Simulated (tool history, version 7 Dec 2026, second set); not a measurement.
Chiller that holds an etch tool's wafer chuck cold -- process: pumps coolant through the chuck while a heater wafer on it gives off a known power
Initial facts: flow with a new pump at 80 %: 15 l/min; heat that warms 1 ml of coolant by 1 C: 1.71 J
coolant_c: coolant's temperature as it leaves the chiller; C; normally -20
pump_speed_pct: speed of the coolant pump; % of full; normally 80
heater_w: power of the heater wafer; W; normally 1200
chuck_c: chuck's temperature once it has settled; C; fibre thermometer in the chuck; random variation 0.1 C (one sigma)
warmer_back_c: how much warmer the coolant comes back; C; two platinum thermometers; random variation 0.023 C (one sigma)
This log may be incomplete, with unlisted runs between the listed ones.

run    hour  coolant_c  pump_speed_pct  heater_w  chuck_c  warmer_back_c
  1     0.0        -20              80      1200     -9.8           2.89
  2    37.3        -19              80      1200     -8.9           2.84
       68.6  -- coolant changed, channels flushed
  3   107.8        -19              80      1200    -10.3           2.86
  4   152.1        -19              80      1200    -10.2           2.86
  5   201.8        -19              80      1200    -10.3           2.86
  6   276.7        -19              80      1153    -10.8           2.76
  7   351.5        -19              80      1153    -10.5           2.80
  8   412.8        -19              80      1153    -10.4           2.74
  9   483.6        -19              80      1153    -10.5           2.83
 10   521.9        -19              80      1153    -10.5           2.83
 11   602.9        -19              80      1153    -10.3           2.80
 12   669.6        -20              80      1200    -10.8           2.89
 13   727.6        -18              80      1200     -8.9           2.94
 14   797.2        -18              80      1200     -8.9           2.97
 15   869.6        -18              80      1200     -9.1           2.91
 16   923.4        -20              63      1200     -8.9           3.69
 17   982.8        -20              63      1200     -9.1           3.76
 18  1041.8        -20              63      1200     -8.9           3.76
 19  1113.1        -20              63      1200     -9.0           3.76
 20  1163.4        -23              96      1188    -14.9           2.44
 21  1245.4        -22              96       922    -15.8           1.93
 22  1319.7        -13              86      1200     -4.1           2.78
 23  1372.5        -12              86      1723      1.2           3.97
 24  1418.9        -20              79      1200    -10.6           3.06
 25  1501.4        -20              79      1200    -10.2           3.02
 26  1555.0        -20              79      1200    -10.3           3.03
 27  1604.6        -20              98      1200    -11.8           2.50
 28  1642.8        -22              80       850    -15.3           2.17
 29  1693.4        -16              80      1235     -6.1           3.10
 30  1756.2        -16              80      1235     -5.8           3.09
 31  1814.0        -26              68      1007    -17.0           3.03

Measured less the same run without the tool's hidden state. The same run-to-run variation is in both; the gauge's scatter may not be:
Unlogged tool condition in this case: heat passed by the chuck's channels, % of clean ones'; flow at a given pump speed, % of a new pump's; coolant's true temperature over the reading, C; drift of the gauge itself on chuck_c, C; drift of the gauge itself on warmer_back_c, C.
run  chuck_c  warmer_back_c
  1     +1.4          +0.06
  2     +1.4          +0.07
  3     -0.1          +0.07
  4     -0.1          +0.07
  5     -0.1          +0.08
  6     -0.1          +0.08
  7     +0.0          +0.09
  8     +0.0          +0.10
  9     +0.1          +0.10
 10     +0.1          +0.10
 11     +0.1          +0.11
 12     +0.1          +0.12
 13     +0.2          +0.12
 14     +0.3          +0.13
 15     +0.3          +0.14
 16     +0.5          +0.18
 17     +0.5          +0.19
 18     +0.6          +0.19
 19     +0.6          +0.20
 20     +0.3          +0.13
 21     +0.2          +0.11
 22     +0.5          +0.16
 23     +1.0          +0.25
 24     +0.6          +0.19
 25     +0.7          +0.20
 26     +0.7          +0.20
 27     +0.6          +0.17
 28     +0.5          +0.15
 29     +0.9          +0.22
 30     +0.9          +0.22
 31     +0.8          +0.22

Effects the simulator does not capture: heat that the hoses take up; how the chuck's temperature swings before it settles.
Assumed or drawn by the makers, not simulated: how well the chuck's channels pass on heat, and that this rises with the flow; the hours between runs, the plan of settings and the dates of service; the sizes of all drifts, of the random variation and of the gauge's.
